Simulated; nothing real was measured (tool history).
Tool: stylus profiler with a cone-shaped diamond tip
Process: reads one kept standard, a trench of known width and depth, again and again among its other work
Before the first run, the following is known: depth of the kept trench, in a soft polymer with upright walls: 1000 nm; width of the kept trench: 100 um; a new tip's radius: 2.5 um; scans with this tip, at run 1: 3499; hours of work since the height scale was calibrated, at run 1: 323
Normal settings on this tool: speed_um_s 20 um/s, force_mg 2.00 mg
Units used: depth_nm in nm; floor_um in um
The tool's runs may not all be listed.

run,day,speed_um_s,force_mg,scans with this tip,hours of work since the height scale was calibrated,depth_nm,floor_um
1,0.000,20,2.00,3499,323,1015.38,95.64
2,0.642,20,2.00,3589,332,1015.16,95.67
3,1.508,20,2.00,3710,343,1015.67,95.67
4,2.521,20,2.00,3852,356,1015.93,95.61
5,3.138,18,2.00,3937,364,1015.51,95.62
6,4.246,20,2.00,4093,378,1015.78,95.59
7,4.925,20,2.00,4187,387,1015.91,95.60
8,5.867,20,2.00,4319,399,1015.81,95.53
9,6.504,20,2.00,4408,407,1015.77,95.56
10,7.458,20,2.00,4541,420,1016.30,95.55
11,8.100,20,2.00,4631,428,1015.80,95.57
12,9.158,20,2.00,4779,441,1016.14,95.61
13,10.058,20,1.16,4905,453,1011.73,95.50
14,11.196,20,1.16,5063,468,1011.76,95.43
15,12.029,20,1.16,5180,479,1012.24,95.50
16,12.612,20,1.16,5261,486,1011.95,95.49
17,13.738,20,0.67,5419,501,1009.25,95.44
18,14.867,20,2.00,5577,515,1016.31,95.51
19,15.883,7,1.11,5719,528,1012.14,95.46
20,16.508,76,3.75,5806,536,1023.83,95.32
21,17.146,76,3.75,5895,545,1023.78,95.32
22,18.104,34,2.60,6029,557,1019.27,95.43
23,19.188,24,2.00,6180,571,1016.36,95.38
24,20.292,6,5.19,6334,585,1028.69,95.49
25,20.929,31,2.64,6424,593,1019.51,95.32
26,21.979,54,3.32,6570,607,1022.06,95.26
27,22.612,54,3.32,6659,615,1022.57,95.28
28,23.454,54,5.27,6776,626,1029.49,95.33
29,24.050,54,5.27,6860,634,1029.79,95.35
30,25.058,33,5.17,7000,647,1028.87,95.33
31,25.950,33,5.17,7125,658,1029.62,95.27
32,26.800,33,5.65,7244,669,1031.31,95.30
33,27.317,10,0.87,7316,676,1011.72,95.34
34,28.283,10,0.87,7451,688,1011.41,95.33
35,28.988,10,1.11,7550,697,1013.01,95.30

Each row is a separate what-if for the run after 35, all from the same tool condition, not one after another. Results?
A,29.833,13,0.68,7668,708,?,?
B,29.833,47,4.11,7668,708,?,?
C,29.833,39,0.97,7668,708,?,?
D,29.833,14,2.00,7668,708,?,?
E,29.833,7,0.75,7668,708,?,?

run,depth_nm,floor_um
A,1010.38,95.31
B,1025.89,95.26
C,1012.09,95.14
D,1017.35,95.34
E,1010.92,95.33
With no hidden state in the tool, these same runs would have given:
run,depth_nm,floor_um
A,1006.58,95.94
B,1022.03,95.89
C,1008.29,95.78
D,1013.53,95.97
E,1007.13,95.97
